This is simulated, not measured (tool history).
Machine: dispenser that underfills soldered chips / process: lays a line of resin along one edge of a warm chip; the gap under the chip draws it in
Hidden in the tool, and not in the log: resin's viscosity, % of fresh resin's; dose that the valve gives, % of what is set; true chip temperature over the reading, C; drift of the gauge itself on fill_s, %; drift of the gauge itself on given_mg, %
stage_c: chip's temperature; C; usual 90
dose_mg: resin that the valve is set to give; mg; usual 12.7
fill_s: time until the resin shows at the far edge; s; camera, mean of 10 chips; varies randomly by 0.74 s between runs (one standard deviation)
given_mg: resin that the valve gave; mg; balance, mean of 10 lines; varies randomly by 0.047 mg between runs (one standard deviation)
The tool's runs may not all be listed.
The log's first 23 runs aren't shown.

| run | hour | stage_c | dose_mg | hours of work since the syringe was changed | hours of work since the valve was cleaned | hours of work since the stage was calibrated | fill_s | given_mg |
|---|---|---|---|---|---|---|---|---|
|  | 148.4 | new syringe of resin |
| 24 | 153.7 | 104 | 12.7 | 4 | 98 | 220 | 47.2 | 12.22 |
|  | 158.0 | new syringe of resin |
| 25 | 160.6 | 80 | 13.2 | 2 | 103 | 225 | 110.3 | 12.68 |
| 26 | 165.6 | 80 | 13.2 | 6 | 107 | 229 | 135.4 | 12.64 |
|  | 167.6 | new syringe of resin |
| 27 | 170.2 | 87 | 13.9 | 2 | 110 | 232 | 81.0 | 13.36 |
| 28 | 175.9 | 80 | 11.6 | 6 | 114 | 237 | 141.3 | 11.12 |
|  | 177.5 | new syringe of resin |
| 29 | 184.3 | 83 | 12.1 | 5 | 121 | 243 | 115.4 | 11.55 |
|  | 187.0 | new syringe of resin |
|  | 190.4 | dispensing valve cleaned and set on the balance |
| 30 | 194.6 | 92 | 11.9 | 5 | 3 | 250 | 79.6 | 11.81 |
|  | 197.5 | new syringe of resin |
| 31 | 199.4 | 95 | 11.2 | 1 | 7 | 253 | 58.2 | 11.20 |
|  | 206.9 | new syringe of resin |
| 32 | 208.0 | 95 | 11.2 | 1 | 13 | 260 | 54.8 | 11.16 |
|  | 216.4 | new syringe of resin |
| 33 | 217.2 | 76 | 10.8 | 1 | 20 | 267 | 122.9 | 10.77 |
| 34 | 224.0 | 100 | 16.3 | 6 | 25 | 272 | 57.9 | 16.27 |

What if the next run were any one of these 5? Each begins from the tool's condition after run 34:
|  | 226.0 | new syringe of resin |
| A | 230.1 | 100 | 14.3 | 3 | 30 | 276 | ? | ? |
|  | 226.0 | new syringe of resin |
| B | 230.1 | 90 | 16.3 | 3 | 30 | 276 | ? | ? |
|  | 226.0 | new syringe of resin |
| C | 230.1 | 78 | 13.1 | 3 | 30 | 276 | ? | ? |
|  | 226.0 | new syringe of resin |
| D | 230.1 | 83 | 11.5 | 3 | 30 | 276 | ? | ? |
|  | 226.0 | new syringe of resin |
| E | 230.1 | 76 | 16.0 | 3 | 30 | 276 | ? | ? |

| run | fill_s | given_mg |
|---|---|---|
| A | 49.8 | 14.19 |
| B | 73.1 | 16.16 |
| C | 122.6 | 13.06 |
| D | 100.9 | 11.46 |
| E | 136.6 | 15.97 |
Had the tool no hidden state, the same runs would have come out as:
| run | fill_s | given_mg |
|---|---|---|
| A | 44.3 | 14.29 |
| B | 65.2 | 16.28 |
| C | 109.9 | 13.16 |
| D | 90.2 | 11.54 |
| E | 122.6 | 16.09 |
